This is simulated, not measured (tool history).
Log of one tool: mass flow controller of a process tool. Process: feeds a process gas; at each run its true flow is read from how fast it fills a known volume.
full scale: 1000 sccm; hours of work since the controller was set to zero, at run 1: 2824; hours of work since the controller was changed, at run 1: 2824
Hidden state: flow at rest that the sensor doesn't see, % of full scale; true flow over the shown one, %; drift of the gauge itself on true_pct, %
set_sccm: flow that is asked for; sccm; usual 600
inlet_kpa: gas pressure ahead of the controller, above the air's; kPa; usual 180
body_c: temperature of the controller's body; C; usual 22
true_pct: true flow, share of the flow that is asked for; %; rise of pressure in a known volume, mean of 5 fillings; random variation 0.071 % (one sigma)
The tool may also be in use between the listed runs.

run	hour	set_sccm	inlet_kpa	body_c	hours of work since the controller was set to zero	hours of work since the controller was changed	true_pct
1	0	600	180	22	2824	2824	100.71
2	46.4	600	180	22	2848	2848	100.89
3	93.8	600	180	22	2873	2873	100.77
4	141.1	600	254	22	2898	2898	101.53
5	212.8	600	180	22	2936	2936	100.99
6	251.7	600	250	22	2957	2957	101.47
7	286.3	600	250	22	2975	2975	101.45
8	340.2	600	250	22	3003	3003	101.37
# hour 347.2: controller's zero set anew
9	394.4	600	250	22	25	3032	101.55
10	426.3	600	180	22	42	3048	101
# hour 455.3: controller's zero set anew, once more
11	485.8	600	180	22	16	3080	100.41
12	525.7	209	180	22	37	3101	99.98
13	590.3	209	180	22	71	3135	100.16
14	637.2	600	180	22	96	3160	100.34
15	687.9	600	180	22	123	3186	100.34
16	737.2	600	180	22	149	3212	100.41
17	806.6	146	180	22	185	3249	100.37
18	867.8	600	220	30	218	3281	100.36
19	900	600	217	30	235	3298	100.33
20	968.5	600	144	27	271	3335	100
21	1040.8	186	168	23	309	3373	100.2
22	1071.4	209	155	22	325	3389	100.03
23	1112	209	155	22	347	3410	100.06
24	1147.7	428	188	22	366	3429	100.44
25	1220.6	739	253	28	404	3468	101.1
26	1270	600	159	31	430	3494	99.93
27	1317.4	112	159	22	455	3519	100.68

How the hidden state differs across the entries between the runs, from the last listed run before each to the first after it:
Between runs 8 and 9: controller's zero set anew (hour 347.2)
  flow at rest that the sensor doesn't see, % of full scale: 0.396 -> 0.451
  measured less the result without the state, true_pct: +1.45 -> +1.55 %
Between runs 10 and 11: controller's zero set anew, once more (hour 455.3)
  flow at rest that the sensor doesn't see, % of full scale: 0.453 -> 0.086; true flow over the shown one, %: 0.8 -> 0.81
  measured less the result without the state, true_pct: +1.55 -> +0.95 %

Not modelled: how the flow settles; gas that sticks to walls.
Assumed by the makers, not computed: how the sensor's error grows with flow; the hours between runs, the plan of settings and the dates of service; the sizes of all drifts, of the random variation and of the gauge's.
